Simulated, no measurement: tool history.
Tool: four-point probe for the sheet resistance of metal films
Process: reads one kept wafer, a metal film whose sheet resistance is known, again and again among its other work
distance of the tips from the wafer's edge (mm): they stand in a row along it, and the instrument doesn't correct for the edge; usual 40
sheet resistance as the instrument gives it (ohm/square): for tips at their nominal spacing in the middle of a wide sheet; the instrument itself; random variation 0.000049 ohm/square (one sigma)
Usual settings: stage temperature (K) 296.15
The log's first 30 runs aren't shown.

| run | hour | stage temperature (K) | distance of the tips from the wafer's edge (mm) | touches since the probe head was changed | hours of work since the stage's thermometer was calibrated | sheet resistance as the instrument gives it (ohm/square) |
|---|---|---|---|---|---|---|
| 31 | 1380.3 | 295.15 | 6 | 27110 | 316 | 0.247201 |
| 32 | 1408.8 | 293.15 | 40 | 27601 | 334 | 0.24691 |
| 33 | 1460 | 297.15 | 38 | 28484 | 365 | 0.245594 |
| 34 | 1498.8 | 298.15 | 7 | 29151 | 389 | 0.245867 |
| 35 | 1539.7 | 298.15 | 7 | 29856 | 415 | 0.245959 |
| 36 | 1579.3 | 298.15 | 7 | 30537 | 439 | 0.245974 |
| 37 | 1638.1 | 298.15 | 7 | 31549 | 476 | 0.245973 |
| 38 | 1670.1 | 304.15 | 15 | 32100 | 495 | 0.243546 |
| 39 | 1725.6 | 300.15 | 4 | 33056 | 530 | 0.246741 |
| 40 | 1782.7 | 307.15 | 12 | 34040 | 565 | 0.242698 |
| 41 | 1825.7 | 305.15 | 29 | 34780 | 592 | 0.243172 |
| 42 | 1870.7 | 303.15 | 59 | 35554 | 620 | 0.24381 |
| 43 | 1919.8 | 303.15 | 59 | 36399 | 650 | 0.243818 |
| 44 | 1963.7 | 303.15 | 12 | 37156 | 677 | 0.24415 |
| 45 | 1993.9 | 303.15 | 12 | 37676 | 696 | 0.244189 |
| 46 | 2020 | 303.15 | 12 | 38125 | 712 | 0.244152 |

Forecast each of these 3 alternatives for the next run:
| A | 2068.5 | 297.15 | 19 | 38960 | 742 | ? |
| B | 2068.5 | 307.15 | 17 | 38960 | 742 | ? |
| C | 2068.5 | 296.15 | 63 | 38960 | 742 | ? |

| run | sheet resistance as the instrument gives it (ohm/square) |
|---|---|
| A | 0.245968 |
| B | 0.242763 |
| C | 0.246341 |
Without the tool's hidden state the same runs would have given:
| run | sheet resistance as the instrument gives it (ohm/square) |
|---|---|
| A | 0.243953 |
| B | 0.240771 |
| C | 0.244323 |

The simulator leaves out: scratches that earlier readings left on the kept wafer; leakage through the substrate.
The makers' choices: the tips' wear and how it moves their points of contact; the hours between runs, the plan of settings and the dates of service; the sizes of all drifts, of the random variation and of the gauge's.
